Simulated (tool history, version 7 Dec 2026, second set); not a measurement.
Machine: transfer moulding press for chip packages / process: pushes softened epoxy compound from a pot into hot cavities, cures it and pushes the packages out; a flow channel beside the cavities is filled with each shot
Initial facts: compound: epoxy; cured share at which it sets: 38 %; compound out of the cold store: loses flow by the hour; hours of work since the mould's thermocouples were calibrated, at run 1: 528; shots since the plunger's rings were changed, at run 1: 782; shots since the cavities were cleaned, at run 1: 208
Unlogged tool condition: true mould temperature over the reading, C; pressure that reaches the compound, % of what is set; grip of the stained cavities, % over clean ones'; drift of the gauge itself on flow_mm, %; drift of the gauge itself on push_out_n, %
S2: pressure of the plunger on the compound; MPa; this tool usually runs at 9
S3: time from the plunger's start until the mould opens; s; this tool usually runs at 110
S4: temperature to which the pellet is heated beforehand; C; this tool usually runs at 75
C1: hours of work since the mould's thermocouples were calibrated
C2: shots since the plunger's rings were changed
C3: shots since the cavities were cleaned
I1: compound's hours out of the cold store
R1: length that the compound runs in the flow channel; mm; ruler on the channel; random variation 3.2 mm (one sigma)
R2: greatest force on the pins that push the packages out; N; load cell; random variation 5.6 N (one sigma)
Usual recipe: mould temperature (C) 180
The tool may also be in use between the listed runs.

run 1 hour=0 | mould_temperature_(C)=180 S2=9 S3=110 S4=75 | C1=528 C2=782 C3=208 | I1=21.3 | R1=677 R2=254
run 2 hour=56.9 | mould_temperature_(C)=180 S2=9 S3=110 S4=75 | C1=563 C2=1319 C3=745 | I1=16.4 | R1=699 R2=376
-- hour=104.8 cavities cleaned with cleaning compound and waxed
run 3 hour=130.1 | mould_temperature_(C)=180 S2=9 S3=110 S4=75 | C1=606 C2=1996 C3=239 | I1=12.9 | R1=710 R2=327
run 4 hour=225 | mould_temperature_(C)=180 S2=9 S3=110 S4=74 | C1=664 C2=2891 C3=1134 | I1=34.1 | R1=632 R2=392
-- hour=232.4 cavities cleaned with cleaning compound and waxed
run 5 hour=269 | mould_temperature_(C)=180 S2=9 S3=103 S4=74 | C1=689 C2=3292 C3=345 | I1=27.1 | R1=653 R2=323
-- hour=359 cavities cleaned with cleaning compound and waxed
run 6 hour=359 | mould_temperature_(C)=180 S2=9 S3=103 S4=74 | C1=743 C2=4127 C3=0 | I1=26.6 | R1=648 R2=207
run 7 hour=432.6 | mould_temperature_(C)=180 S2=9 S3=136 S4=75 | C1=787 C2=4821 C3=694 | I1=39.8 | R1=605 R2=362
run 8 hour=475.3 | mould_temperature_(C)=180 S2=9 S3=110 S4=75 | C1=813 C2=5224 C3=1097 | I1=39.2 | R1=604 R2=406
-- hour=485.5 cavities cleaned with cleaning compound and waxed
run 9 hour=528.1 | mould_temperature_(C)=178 S2=9 S3=110 S4=75 | C1=844 C2=5708 C3=402 | I1=44.7 | R1=596 R2=342
run 10 hour=603.5 | mould_temperature_(C)=180 S2=9 S3=110 S4=75 | C1=890 C2=6419 C3=1113 | I1=16.8 | R1=654 R2=413
-- hour=609.9 cavities cleaned with cleaning compound and waxed
-- hour=621.6 mould's thermocouples calibrated
-- hour=666.4 plunger's sealing rings changed
run 11 hour=695 | mould_temperature_(C)=180 S2=9 S3=110 S4=75 | C1=43 C2=270 C3=761 | I1=31.5 | R1=668 R2=415
-- hour=742.7 cavities cleaned with cleaning compound and waxed
run 12 hour=745.1 | mould_temperature_(C)=180 S2=9 S3=110 S4=75 | C1=72 C2=728 C3=23 | I1=9.1 | R1=733 R2=228
run 13 hour=803.6 | mould_temperature_(C)=180 S2=9 S3=110 S4=67 | C1=108 C2=1280 C3=575 | I1=43.9 | R1=623 R2=369
run 14 hour=852 | mould_temperature_(C)=180 S2=7.47 S3=110 S4=67 | C1=137 C2=1736 C3=1031 | I1=29.8 | R1=597 R2=420
-- hour=866.6 cavities cleaned with cleaning compound and waxed
run 15 hour=945 | mould_temperature_(C)=175 S2=7.47 S3=110 S4=80 | C1=192 C2=2600 C3=739 | I1=28.8 | R1=620 R2=513
-- hour=996 cavities cleaned with cleaning compound and waxed
-- hour=1004.8 mould's thermocouples calibrated, once more
run 16 hour=1032.1 | mould_temperature_(C)=175 S2=7.47 S3=110 S4=80 | C1=17 C2=3389 C3=322 | I1=15 | R1=637 R2=344
-- hour=1122.5 cavities cleaned with cleaning compound and waxed
run 17 hour=1129.8 | mould_temperature_(C)=175 S2=7.47 S3=104 S4=66 | C1=75 C2=4296 C3=69 | I1=28.1 | R1=600 R2=277
run 18 hour=1196.9 | mould_temperature_(C)=180 S2=7.74 S3=119 S4=74 | C1=115 C2=4930 C3=703 | I1=9.2 | R1=642 R2=339
-- hour=1250.7 cavities cleaned with cleaning compound and waxed
run 19 hour=1264.1 | mould_temperature_(C)=185 S2=10.97 S3=135 S4=74 | C1=155 C2=5550 C3=127 | I1=16.6 | R1=706 R2=231
run 20 hour=1316.2 | mould_temperature_(C)=184 S2=10.97 S3=135 S4=74 | C1=187 C2=6041 C3=618 | I1=23.1 | R1=694 R2=351
-- hour=1378 cavities cleaned with cleaning compound and waxed
run 21 hour=1383.5 | mould_temperature_(C)=179 S2=8.91 S3=119 S4=66 | C1=226 C2=6662 C3=52 | I1=47.7 | R1=569 R2=222
-- hour=1422.3 plunger's sealing rings changed
run 22 hour=1482.2 | mould_temperature_(C)=179 S2=8.91 S3=119 S4=66 | C1=285 C2=565 C3=959 | I1=46.2 | R1=613 R2=390
-- hour=1506.6 cavities cleaned with cleaning compound and waxed
run 23 hour=1567.3 | mould_temperature_(C)=179 S2=8.91 S3=119 S4=66 | C1=335 C2=1354 C3=572 | I1=25.1 | R1=667 R2=344
run 24 hour=1608.1 | mould_temperature_(C)=180 S2=9 S3=121 S4=66 | C1=360 C2=1739 C3=957 | I1=27.1 | R1=660 R2=387
-- hour=1630.5 cavities cleaned with cleaning compound and waxed
run 25 hour=1671.6 | mould_temperature_(C)=180 S2=9 S3=121 S4=77 | C1=397 C2=2324 C3=388 | I1=37.3 | R1=630 R2=317
run 26 hour=1712.6 | mould_temperature_(C)=180 S2=9 S3=110 S4=75 | C1=422 C2=2711 C3=775 | I1=43.1 | R1=610 R2=366
-- hour=1759.5 cavities cleaned with cleaning compound and waxed
run 27 hour=1776 | mould_temperature_(C)=180 S2=8.33 S3=110 S4=80 | C1=460 C2=3295 C3=156 | I1=10.8 | R1=674 R2=258
run 28 hour=1843.1 | mould_temperature_(C)=182 S2=9.51 S3=106 S4=75 | C1=500 C2=3928 C3=789 | I1=47.3 | R1=603 R2=364

3 ways to go on from here, each from the tool as it stands after run 28. What would each give?
-- hour=1882.9 cavities cleaned with cleaning compound and waxed
run A hour=1933.9 | mould_temperature_(C)=174 S2=9 S3=110 S4=75 | C1=554 C2=4770 C3=481 | I1=30.2 | R1=? R2=?
-- hour=1882.9 cavities cleaned with cleaning compound and waxed
run B hour=1933.9 | mould_temperature_(C)=182 S2=9.51 S3=106 S4=79 | C1=554 C2=4770 C3=481 | I1=36.1 | R1=? R2=?
-- hour=1882.9 cavities cleaned with cleaning compound and waxed
run C hour=1933.9 | mould_temperature_(C)=181 S2=9 S3=139 S4=82 | C1=554 C2=4770 C3=481 | I1=18.1 | R1=? R2=?

run=A R1=648 R2=429
run=B R1=623 R2=333
run=C R1=665 R2=332
Had the tool no hidden state, the same runs would have come out as:
run=A R1=676 R2=232
run=B R1=650 R2=185
run=C R1=694 R2=188
